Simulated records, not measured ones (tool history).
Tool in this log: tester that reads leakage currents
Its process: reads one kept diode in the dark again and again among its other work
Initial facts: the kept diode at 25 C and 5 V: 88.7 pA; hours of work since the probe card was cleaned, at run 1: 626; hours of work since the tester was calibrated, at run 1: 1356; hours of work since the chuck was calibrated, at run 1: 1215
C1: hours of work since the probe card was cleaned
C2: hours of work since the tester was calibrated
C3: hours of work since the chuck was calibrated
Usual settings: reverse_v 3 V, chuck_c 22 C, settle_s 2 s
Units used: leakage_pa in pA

{"run": 1, "hour": 0.0, "reverse_v": 3, "chuck_c": 22, "settle_s": 2, "C1": 626, "C2": 1356, "C3": 1215, "leakage_pa": 61.71}
{"run": 2, "hour": 31.2, "reverse_v": 3, "chuck_c": 22, "settle_s": 2, "C1": 650, "C2": 1381, "C3": 1239, "leakage_pa": 61.45}
{"run": 3, "hour": 51.9, "reverse_v": 3, "chuck_c": 22, "settle_s": 2, "C1": 666, "C2": 1397, "C3": 1255, "leakage_pa": 61.72}
{"run": 4, "hour": 78.1, "reverse_v": 3, "chuck_c": 22, "settle_s": 2, "C1": 687, "C2": 1417, "C3": 1275, "leakage_pa": 61.86}
{"run": 5, "hour": 97.8, "reverse_v": 3, "chuck_c": 22, "settle_s": 2, "C1": 702, "C2": 1432, "C3": 1291, "leakage_pa": 61.97}
{"run": 6, "hour": 128.4, "reverse_v": 3, "chuck_c": 24, "settle_s": 2, "C1": 726, "C2": 1456, "C3": 1314, "leakage_pa": 75.03}
{"run": 7, "hour": 154.0, "reverse_v": 3, "chuck_c": 24, "settle_s": 2, "C1": 745, "C2": 1476, "C3": 1334, "leakage_pa": 74.94}
{"run": 8, "hour": 181.7, "reverse_v": 3, "chuck_c": 24, "settle_s": 2, "C1": 767, "C2": 1498, "C3": 1356, "leakage_pa": 75.12}
{"run": 9, "hour": 202.8, "reverse_v": 3, "chuck_c": 24, "settle_s": 2, "C1": 783, "C2": 1514, "C3": 1372, "leakage_pa": 75.36}
{"run": 10, "hour": 230.2, "reverse_v": 7.88, "chuck_c": 22, "settle_s": 2, "C1": 805, "C2": 1535, "C3": 1393, "leakage_pa": 92.21}
{"hour": 235.7, "done": "probe card cleaned and baked"}
{"run": 11, "hour": 248.8, "reverse_v": 7.88, "chuck_c": 22, "settle_s": 2, "C1": 10, "C2": 1547, "C3": 1406, "leakage_pa": 93.39}
{"run": 12, "hour": 275.2, "reverse_v": 7.88, "chuck_c": 22, "settle_s": 2, "C1": 31, "C2": 1568, "C3": 1426, "leakage_pa": 94.73}
{"run": 13, "hour": 288.5, "reverse_v": 3, "chuck_c": 57, "settle_s": 2, "C1": 41, "C2": 1578, "C3": 1436, "leakage_pa": 1270.61}
{"run": 14, "hour": 315.7, "reverse_v": 7.01, "chuck_c": 36, "settle_s": 2, "C1": 62, "C2": 1599, "C3": 1458, "leakage_pa": 314.93}
{"run": 15, "hour": 344.0, "reverse_v": 7.01, "chuck_c": 57, "settle_s": 0.83, "C1": 84, "C2": 1621, "C3": 1480, "leakage_pa": 1783.66}
{"hour": 355.5, "done": "probe card cleaned and baked, once more"}
{"run": 16, "hour": 362.1, "reverse_v": 7.01, "chuck_c": 57, "settle_s": 0.83, "C1": 5, "C2": 1633, "C3": 1491, "leakage_pa": 1791.62}

Estimate the outcome of run 17 from the log above:
{"run": 17, "hour": 376.6, "reverse_v": 7.01, "chuck_c": 57, "settle_s": 0.83, "C1": 16, "C2": 1644, "C3": 1503, "leakage_pa": "?"}

{"run 17": {"leakage_pa": 1777.88}}
With no hidden state in the tool, this same run would have given leakage_pa 1613.34 pA.

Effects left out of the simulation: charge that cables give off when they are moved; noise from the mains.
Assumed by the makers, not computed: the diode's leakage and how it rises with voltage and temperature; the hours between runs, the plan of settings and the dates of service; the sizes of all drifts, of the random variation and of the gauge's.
